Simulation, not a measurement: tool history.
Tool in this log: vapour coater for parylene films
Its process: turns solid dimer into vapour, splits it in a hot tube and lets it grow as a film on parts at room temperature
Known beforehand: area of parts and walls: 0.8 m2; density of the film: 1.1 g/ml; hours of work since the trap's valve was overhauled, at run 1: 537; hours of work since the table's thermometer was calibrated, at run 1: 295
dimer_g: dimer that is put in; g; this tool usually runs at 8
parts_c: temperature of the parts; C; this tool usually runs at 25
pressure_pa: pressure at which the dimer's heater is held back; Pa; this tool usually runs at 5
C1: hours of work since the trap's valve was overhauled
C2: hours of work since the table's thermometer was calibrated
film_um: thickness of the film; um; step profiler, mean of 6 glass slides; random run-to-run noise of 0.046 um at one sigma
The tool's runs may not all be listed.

{"run": 1, "hour": 0.0, "dimer_g": 8, "parts_c": 25, "pressure_pa": 5, "C1": 537, "C2": 295, "film_um": 6.74}
{"run": 2, "hour": 19.9, "dimer_g": 8, "parts_c": 25, "pressure_pa": 5, "C1": 545, "C2": 304, "film_um": 6.62}
{"run": 3, "hour": 36.7, "dimer_g": 8, "parts_c": 25, "pressure_pa": 5, "C1": 552, "C2": 311, "film_um": 6.72}
{"run": 4, "hour": 50.2, "dimer_g": 8, "parts_c": 25, "pressure_pa": 7.84, "C1": 558, "C2": 317, "film_um": 6.2}
{"run": 5, "hour": 64.4, "dimer_g": 8, "parts_c": 25, "pressure_pa": 7.84, "C1": 564, "C2": 323, "film_um": 6.16}
{"run": 6, "hour": 74.1, "dimer_g": 8, "parts_c": 25, "pressure_pa": 5, "C1": 568, "C2": 327, "film_um": 6.72}
{"run": 7, "hour": 95.3, "dimer_g": 8, "parts_c": 25, "pressure_pa": 5, "C1": 577, "C2": 336, "film_um": 6.66}
{"hour": 100.5, "done": "trap's valve overhauled"}
{"run": 8, "hour": 117.2, "dimer_g": 8, "parts_c": 25, "pressure_pa": 5, "C1": 7, "C2": 343, "film_um": 7.2}
{"run": 9, "hour": 130.1, "dimer_g": 9, "parts_c": 24, "pressure_pa": 5.01, "C1": 13, "C2": 349, "film_um": 8.28}
{"run": 10, "hour": 139.5, "dimer_g": 9, "parts_c": 24, "pressure_pa": 5.01, "C1": 17, "C2": 353, "film_um": 8.31}
{"run": 11, "hour": 151.8, "dimer_g": 9, "parts_c": 17, "pressure_pa": 4.54, "C1": 22, "C2": 358, "film_um": 9.84}
{"run": 12, "hour": 171.4, "dimer_g": 5, "parts_c": 25, "pressure_pa": 5, "C1": 30, "C2": 367, "film_um": 4.49}
{"run": 13, "hour": 183.7, "dimer_g": 8, "parts_c": 32, "pressure_pa": 10.46, "C1": 36, "C2": 372, "film_um": 5.27}
{"run": 14, "hour": 201.0, "dimer_g": 8, "parts_c": 32, "pressure_pa": 10.46, "C1": 43, "C2": 379, "film_um": 5.19}
{"run": 15, "hour": 210.2, "dimer_g": 8, "parts_c": 32, "pressure_pa": 10.46, "C1": 47, "C2": 383, "film_um": 5.2}

Table of differences, measured result less the result of that run with no hidden state. Run-to-run variation is the same in both. Gauge scatter possibly is not:
Hidden state at play: vapour lost through the trap's worn valve, %; true temperature of the parts over the reading, C; drift of the gauge itself on film_um, %.
run=1 film_um=-0.45
run=2 film_um=-0.45
run=3 film_um=-0.45
run=4 film_um=-0.42
run=5 film_um=-0.43
run=6 film_um=-0.47
run=7 film_um=-0.48
run=8 film_um=+0.03
run=9 film_um=+0.03
run=10 film_um=+0.03
run=11 film_um=-0.07
run=12 film_um=+0.01
run=13 film_um=+0
run=14 film_um=+0.01
run=15 film_um=+0
